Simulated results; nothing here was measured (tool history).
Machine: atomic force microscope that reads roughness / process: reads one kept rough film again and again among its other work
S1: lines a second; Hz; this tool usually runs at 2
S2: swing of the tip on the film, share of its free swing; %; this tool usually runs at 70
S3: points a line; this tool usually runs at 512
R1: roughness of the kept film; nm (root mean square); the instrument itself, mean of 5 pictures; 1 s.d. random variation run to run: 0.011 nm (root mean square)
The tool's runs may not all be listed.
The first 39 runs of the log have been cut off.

run	hour	S1	S2	S3	R1
40	403.9	2	69	268	2.463
# hour 412.4: new tip fitted
41	414.4	0.52	69	281	2.653
42	423.8	2	79	395	2.499
43	431	2	79	395	2.489
44	437.1	0.93	83	395	2.542
45	450.5	2.18	83	512	2.392
46	457	2.18	83	512	2.402
47	469.4	2.18	62	512	2.543

Alternative continuations, all from the tool just after run 47; predict every row:
# hour 477.2: new tip fitted
A	480.2	2.18	78	293	?
# hour 477.2: new tip fitted
B	480.2	3.13	78	512	?
# hour 477.2: new tip fitted
C	480.2	3.55	77	752	?
# hour 477.2: new tip fitted
D	480.2	0.68	63	541	?

run	R1
A	2.504
B	2.406
C	2.417
D	2.662
Had the tool no hidden state, the same runs would have come out as:
run	R1
A	2.525
B	2.427
C	2.438
D	2.684
